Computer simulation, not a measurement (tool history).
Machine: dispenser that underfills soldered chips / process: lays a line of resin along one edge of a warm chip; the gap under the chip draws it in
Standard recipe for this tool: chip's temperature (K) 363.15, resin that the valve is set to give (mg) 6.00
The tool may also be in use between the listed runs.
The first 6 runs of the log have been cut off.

run   hour  chip's temperature (K)  resin that the valve is set to give (mg)  hours of work since the syringe was changed  hours of work since the valve was cleaned  hours of work since the stage was calibrated  time until the resin shows at the far edge (s)  resin that the valve gave (mg)
  7   33.7                  363.15                                      6.29                                            6                                         42                                            63                                            82.7                            6.14
      37.4  -- new syringe of resin
  8   38.5                  361.15                                      6.00                                            1                                         45                                            66                                            69.6                            5.86
  9   42.4                  360.15                                      6.00                                            4                                         48                                            69                                            81.1                            5.84
 10   48.1                  359.15                                      6.00                                            8                                         52                                            73                                           101.3                            5.83
      50.2  -- new syringe of resin
 11   53.4                  363.15                                      6.00                                            2                                         56                                            77                                            68.4                            5.82
 12   59.9                  363.15                                      6.00                                            7                                         61                                            81                                            85.7                            5.80
      63.0  -- new syringe of resin
 13   67.1                  363.15                                      6.00                                            3                                         66                                            86                                            71.7                            5.81
 14   73.0                  363.15                                      6.00                                            7                                         70                                            90                                            86.6                            5.75
      75.9  -- new syringe of resin
 15   79.5                  363.15                                      6.00                                            3                                         74                                            95                                            70.9                            5.78
      81.0  -- dispensing valve cleaned and set on the balance
 16   85.7                  363.15                                      6.00                                            6                                          3                                            99                                            85.7                            6.02
      89.6  -- new syringe of resin
 17   93.0                  363.15                                      6.00                                            2                                          8                                           104                                            70.3                            5.97
 18  100.5                  363.15                                      6.00                                            8                                         14                                           109                                            89.7                            5.98
     102.3  -- new syringe of resin
 19  107.6                  378.15                                      6.00                                            4                                         19                                           114                                            49.4                            5.96
 20  114.1                  367.15                                      6.43                                            9                                         23                                           119                                            81.7                            6.35
     115.0  -- new syringe of resin
 21  121.7                  357.15                                      6.37                                            5                                         29                                           124                                            92.7                            6.27
     127.7  -- new syringe of resin
 22  128.7                  365.15                                      5.25                                            1                                         34                                           129                                            64.1                            5.17
 23  134.8                  365.15                                      5.25                                            5                                         38                                           133                                            77.6                            5.18
     140.8  -- new syringe of resin
 24  141.3                  365.15                                      5.25                                            0                                         42                                           138                                            61.8                            5.16
 25  148.7                  371.15                                      5.38                                            6                                         48                                           143                                            68.3                            5.23
 26  151.9                  371.15                                      5.38                                            8                                         50                                           145                                            73.0                            5.28
     153.6  -- new syringe of resin
 27  158.8                  359.15                                      5.48                                            4                                         55                                           150                                            86.7                            5.35

Run 28, settings as shown, results not yet in. Your forecast:
 28  161.8                  359.15                                      5.48                                            6                                         57                                           152                                               ?                               ?

Run 28 measured time until the resin shows at the far edge (s) 97.1, resin that the valve gave (mg) 5.32.
On a tool with no hidden condition, and with the same random variation, this run would have come out at time until the resin shows at the far edge (s) 71.9, resin that the valve gave (mg) 5.48.
